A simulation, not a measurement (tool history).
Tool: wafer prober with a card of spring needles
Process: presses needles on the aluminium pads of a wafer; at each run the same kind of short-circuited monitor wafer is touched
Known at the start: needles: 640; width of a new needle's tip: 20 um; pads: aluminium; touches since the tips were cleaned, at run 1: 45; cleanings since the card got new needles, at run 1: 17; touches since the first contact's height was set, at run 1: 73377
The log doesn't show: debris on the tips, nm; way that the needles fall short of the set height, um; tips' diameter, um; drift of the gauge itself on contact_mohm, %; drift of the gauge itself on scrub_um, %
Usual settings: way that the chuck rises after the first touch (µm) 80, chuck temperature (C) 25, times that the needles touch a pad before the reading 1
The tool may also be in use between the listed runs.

run,day,way that the chuck rises after the first touch (µm),chuck temperature (C),times that the needles touch a pad before the reading,touches since the tips were cleaned,cleanings since the card got new needles,touches since the first contact's height was set,resistance of one needle with its contact and lead (mohm),way that a needle slides on the pad (µm)
1,0,80,25,1,45,17,73377,201,9.77
# day 1.217: tips cleaned on abrasive film
2,1.488,80,25,1,935,18,78463,200,9.74
# day 2.538: tips cleaned on abrasive film
3,2.983,80,25,1,1526,19,83565,202,9.76
# day 3.775: tips cleaned on abrasive film
4,4.642,80,25,1,2964,20,89226,199,9.8
# day 5.025: tips cleaned on abrasive film
5,5.854,80,25,1,2841,21,93365,200,9.8
# day 6.212: tips cleaned on abrasive film
6,6.708,80,25,1,1708,22,96281,197,9.78
# day 7.417: tips cleaned on abrasive film
7,7.762,80,25,1,1189,23,99870,199,9.78
# day 8.679: tips cleaned on abrasive film
8,8.679,80,25,1,0,24,103000,198,9.81
# day 9.925: tips cleaned on abrasive film
9,10.192,80,25,1,907,25,108158,198,9.82
# day 11.112: tips cleaned on abrasive film
10,12.079,80,25,1,3316,26,114615,198,9.84
# day 12.404: tips cleaned on abrasive film
# day 13.612: tips cleaned on abrasive film
11,13.725,80,25,1,388,28,120219,203,9.82
# day 14.821: tips cleaned on abrasive film
12,14.917,80,25,1,322,29,124282,200,9.84
# day 16.075: tips cleaned on abrasive film
13,16.075,80,25,1,0,30,128240,200,9.84
# day 17.262: tips cleaned on abrasive film
14,17.779,80,25,1,1765,31,134056,204,9.84
# day 18.571: tips cleaned on abrasive film
15,19.517,80,25,1,3235,32,139990,200,9.87
# day 19.858: tips cleaned on abrasive film
16,20.958,80,107,1,3765,33,144908,216,9.84

The next listed run, before its measurement:
# day 21.133: tips cleaned on abrasive film
# day 22.35: tips cleaned on abrasive film
17,22.596,66,53,2,842,35,150496,?,?

{"run 17": {"resistance of one needle with its contact and lead (mohm)": 207, "way that a needle slides on the pad (µm)": 8.14}}
Without the tool's hidden state the same run would have given resistance of one needle with its contact and lead (mohm) 207, way that a needle slides on the pad (µm) 8.05.
